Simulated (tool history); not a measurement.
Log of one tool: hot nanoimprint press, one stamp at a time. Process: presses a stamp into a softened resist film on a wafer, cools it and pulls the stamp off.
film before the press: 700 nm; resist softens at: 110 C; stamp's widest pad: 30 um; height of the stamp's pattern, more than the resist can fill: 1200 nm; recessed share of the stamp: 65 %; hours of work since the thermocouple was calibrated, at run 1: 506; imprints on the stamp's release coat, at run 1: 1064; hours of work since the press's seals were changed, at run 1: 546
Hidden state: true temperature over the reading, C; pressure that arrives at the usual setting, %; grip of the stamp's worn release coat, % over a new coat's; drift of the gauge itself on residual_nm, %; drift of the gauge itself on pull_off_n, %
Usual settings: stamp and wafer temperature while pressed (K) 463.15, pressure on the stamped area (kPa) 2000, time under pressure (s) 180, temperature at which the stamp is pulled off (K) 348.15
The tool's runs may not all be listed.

run	hour	stamp and wafer temperature while pressed (K)	pressure on the stamped area (kPa)	time under pressure (s)	temperature at which the stamp is pulled off (K)	hours of work since the thermocouple was calibrated	imprints on the stamp's release coat	hours of work since the press's seals were changed	resist left under the stamp's widest pad (Å)	greatest force while the stamp is pulled off (N)
1	0	463.15	2000	180	348.15	506	1064	546	2360	164
2	35.2	463.15	2000	180	348.15	523	1168	563	2336	175
# hour 55: plate thermocouple calibrated
3	61	463.15	2000	180	348.15	3	1235	575	2606	187
# hour 96.1: stamp cleaned and given a new release coat
4	106.4	472.15	2000	180	348.15	22	31	594	1766	132
5	138.5	472.15	2000	180	348.15	38	125	610	1759	139
6	158	463.15	2000	180	348.15	48	183	620	2643	135
7	193.6	463.15	2550	180	348.15	66	289	637	2321	136
8	215.1	463.15	2000	180	348.15	76	352	648	2617	142
9	249.4	463.15	2000	180	348.15	93	453	665	2589	152
10	287.9	463.15	2000	116	350.15	112	567	684	3044	152

The next listed run, before its measurement:
11	323.4	463.15	1510	180	348.15	130	672	702	?	?

resist left under the stamp's widest pad (Å): 2942
greatest force while the stamp is pulled off (N): 154
Without the tool's hidden state the same run would have given resist left under the stamp's widest pad (Å) 3006, greatest force while the stamp is pulled off (N) 128.
